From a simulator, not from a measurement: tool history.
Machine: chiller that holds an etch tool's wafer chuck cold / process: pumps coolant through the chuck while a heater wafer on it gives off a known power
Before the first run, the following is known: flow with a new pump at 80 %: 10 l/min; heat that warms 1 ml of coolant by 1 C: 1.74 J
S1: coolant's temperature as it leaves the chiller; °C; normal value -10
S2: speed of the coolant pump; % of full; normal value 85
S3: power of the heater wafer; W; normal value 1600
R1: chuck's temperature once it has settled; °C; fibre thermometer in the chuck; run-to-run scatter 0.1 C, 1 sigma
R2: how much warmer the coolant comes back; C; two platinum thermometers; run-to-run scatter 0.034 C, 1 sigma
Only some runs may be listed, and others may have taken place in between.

{"run": 1, "hour": 0.0, "S1": -10, "S2": 85, "S3": 1600, "R1": 2.5, "R2": 5.81}
{"run": 2, "hour": 88.4, "S1": -10, "S2": 85, "S3": 1600, "R1": 2.8, "R2": 5.82}
{"run": 3, "hour": 208.4, "S1": -10, "S2": 85, "S3": 1600, "R1": 2.7, "R2": 5.83}
{"hour": 282.6, "done": "coolant changed, channels flushed"}
{"run": 4, "hour": 311.9, "S1": -10, "S2": 68, "S3": 1600, "R1": 3.0, "R2": 7.24}
{"hour": 444.5, "done": "coolant pump overhauled"}
{"run": 5, "hour": 477.3, "S1": -10, "S2": 68, "S3": 1600, "R1": 2.1, "R2": 6.51}
{"run": 6, "hour": 689.7, "S1": -10, "S2": 68, "S3": 1600, "R1": 2.0, "R2": 6.54}
{"run": 7, "hour": 891.6, "S1": -18, "S2": 85, "S3": 1600, "R1": -7.1, "R2": 5.26}
{"run": 8, "hour": 984.9, "S1": -10, "S2": 85, "S3": 1365, "R1": -0.7, "R2": 4.49}
{"run": 9, "hour": 1171.4, "S1": -13, "S2": 85, "S3": 1600, "R1": -2.1, "R2": 5.33}
{"run": 10, "hour": 1286.2, "S1": -10, "S2": 85, "S3": 1047, "R1": -2.7, "R2": 3.49}
{"run": 11, "hour": 1412.0, "S1": -10, "S2": 85, "S3": 1600, "R1": 0.9, "R2": 5.33}
{"run": 12, "hour": 1542.8, "S1": -10, "S2": 85, "S3": 1600, "R1": 1.3, "R2": 5.34}
{"run": 13, "hour": 1709.4, "S1": -10, "S2": 96, "S3": 1554, "R1": 0.5, "R2": 4.62}
{"run": 14, "hour": 1849.3, "S1": -10, "S2": 85, "S3": 1492, "R1": 0.6, "R2": 5.04}
{"run": 15, "hour": 1955.1, "S1": -10, "S2": 85, "S3": 1492, "R1": 0.9, "R2": 5.06}
{"run": 16, "hour": 2069.1, "S1": -13, "S2": 73, "S3": 1617, "R1": -0.2, "R2": 6.35}
{"hour": 2085.0, "done": "chiller's thermometer calibrated"}
{"run": 17, "hour": 2236.1, "S1": -7, "S2": 71, "S3": 1999, "R1": 9.1, "R2": 8.11}
{"run": 18, "hour": 2380.2, "S1": -7, "S2": 71, "S3": 1999, "R1": 9.4, "R2": 8.09}
{"run": 19, "hour": 2583.8, "S1": -10, "S2": 65, "S3": 808, "R1": -2.9, "R2": 3.6}
{"run": 20, "hour": 2782.6, "S1": -10, "S2": 65, "S3": 808, "R1": -2.6, "R2": 3.55}
{"run": 21, "hour": 2902.6, "S1": -10, "S2": 65, "S3": 808, "R1": -2.8, "R2": 3.64}
{"run": 22, "hour": 3020.7, "S1": -10, "S2": 65, "S3": 808, "R1": -2.4, "R2": 3.66}

Branching from run 22: 3 alternative next runs. What would each branch give?
{"run": "A", "hour": 3233.0, "S1": -10, "S2": 95, "S3": 808, "R1": "?", "R2": "?"}
{"run": "B", "hour": 3233.0, "S1": -10, "S2": 65, "S3": 1179, "R1": "?", "R2": "?"}
{"run": "C", "hour": 3233.0, "S1": -13, "S2": 85, "S3": 1600, "R1": "?", "R2": "?"}

run=A R1=-3.8 R2=2.52
run=B R1=0.9 R2=5.33
run=C R1=-0.7 R2=5.56
The same runs, with their run-to-run variation unchanged, on a tool lacking any hidden condition would have given:
run=A R1=-5.0 R2=2.36
run=B R1=-0.9 R2=5.00
run=C R1=-2.7 R2=5.22

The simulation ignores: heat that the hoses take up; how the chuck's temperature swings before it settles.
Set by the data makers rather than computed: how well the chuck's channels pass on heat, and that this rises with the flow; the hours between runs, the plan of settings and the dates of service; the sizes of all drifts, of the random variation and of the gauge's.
